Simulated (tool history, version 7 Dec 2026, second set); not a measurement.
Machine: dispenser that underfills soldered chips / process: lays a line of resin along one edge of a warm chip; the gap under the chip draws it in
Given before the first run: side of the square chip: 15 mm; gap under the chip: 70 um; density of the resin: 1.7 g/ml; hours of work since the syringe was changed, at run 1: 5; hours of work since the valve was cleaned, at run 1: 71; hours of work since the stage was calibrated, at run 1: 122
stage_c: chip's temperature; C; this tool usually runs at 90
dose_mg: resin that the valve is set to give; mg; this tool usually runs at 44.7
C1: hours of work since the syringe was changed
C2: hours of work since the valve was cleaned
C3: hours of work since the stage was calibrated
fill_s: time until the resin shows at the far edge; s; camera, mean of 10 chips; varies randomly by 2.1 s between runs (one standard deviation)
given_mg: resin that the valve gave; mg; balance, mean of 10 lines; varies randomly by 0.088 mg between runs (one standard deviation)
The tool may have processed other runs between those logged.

{"run": 1, "hour": 0.0, "stage_c": 90, "dose_mg": 44.7, "C1": 5, "C2": 71, "C3": 122, "fill_s": 266.9, "given_mg": 43.6}
{"run": 2, "hour": 2.9, "stage_c": 105, "dose_mg": 44.7, "C1": 7, "C2": 73, "C3": 125, "fill_s": 190.5, "given_mg": 43.62}
{"run": 3, "hour": 6.0, "stage_c": 91, "dose_mg": 44.7, "C1": 10, "C2": 75, "C3": 127, "fill_s": 327.7, "given_mg": 43.52}
{"hour": 9.0, "done": "new syringe of resin"}
{"run": 4, "hour": 11.9, "stage_c": 91, "dose_mg": 44.7, "C1": 2, "C2": 80, "C3": 131, "fill_s": 223.0, "given_mg": 43.44}
{"run": 5, "hour": 16.6, "stage_c": 91, "dose_mg": 44.7, "C1": 6, "C2": 83, "C3": 135, "fill_s": 265.6, "given_mg": 43.3}
{"run": 6, "hour": 23.1, "stage_c": 91, "dose_mg": 44.7, "C1": 11, "C2": 88, "C3": 140, "fill_s": 344.2, "given_mg": 43.47}
{"hour": 25.0, "done": "new syringe of resin"}
{"run": 7, "hour": 27.2, "stage_c": 91, "dose_mg": 44.7, "C1": 2, "C2": 91, "C3": 143, "fill_s": 218.5, "given_mg": 43.26}
{"run": 8, "hour": 33.0, "stage_c": 91, "dose_mg": 44.7, "C1": 6, "C2": 96, "C3": 147, "fill_s": 280.4, "given_mg": 43.28}
{"run": 9, "hour": 36.8, "stage_c": 92, "dose_mg": 42.0, "C1": 9, "C2": 99, "C3": 150, "fill_s": 311.0, "given_mg": 40.67}
{"hour": 41.1, "done": "new syringe of resin"}
{"run": 10, "hour": 42.9, "stage_c": 103, "dose_mg": 44.7, "C1": 1, "C2": 103, "C3": 155, "fill_s": 152.1, "given_mg": 43.32}
{"run": 11, "hour": 47.6, "stage_c": 81, "dose_mg": 56.3, "C1": 5, "C2": 107, "C3": 159, "fill_s": 351.9, "given_mg": 54.27}
{"run": 12, "hour": 52.3, "stage_c": 83, "dose_mg": 45.5, "C1": 9, "C2": 110, "C3": 162, "fill_s": 394.8, "given_mg": 43.96}
{"hour": 57.3, "done": "new syringe of resin"}
{"run": 13, "hour": 58.7, "stage_c": 89, "dose_mg": 51.5, "C1": 1, "C2": 115, "C3": 167, "fill_s": 227.7, "given_mg": 49.39}

Forecast each of these 4 alternatives for the next run:
{"run": "A", "hour": 64.6, "stage_c": 96, "dose_mg": 39.5, "C1": 6, "C2": 120, "C3": 172, "fill_s": "?", "given_mg": "?"}
{"run": "B", "hour": 64.6, "stage_c": 96, "dose_mg": 40.9, "C1": 6, "C2": 120, "C3": 172, "fill_s": "?", "given_mg": "?"}
{"run": "C", "hour": 64.6, "stage_c": 92, "dose_mg": 51.5, "C1": 6, "C2": 120, "C3": 172, "fill_s": "?", "given_mg": "?"}
{"run": "D", "hour": 64.6, "stage_c": 89, "dose_mg": 42.3, "C1": 6, "C2": 120, "C3": 172, "fill_s": "?", "given_mg": "?"}

run=A fill_s=238.5 given_mg=38.00
run=B fill_s=234.0 given_mg=39.31
run=C fill_s=260.0 given_mg=49.50
run=D fill_s=290.8 given_mg=40.47
Had the tool no hidden state, the same runs would have come out as:
run=A fill_s=175.5 given_mg=39.57
run=B fill_s=172.5 given_mg=40.93
run=C fill_s=192.3 given_mg=51.53
run=D fill_s=214.3 given_mg=42.13
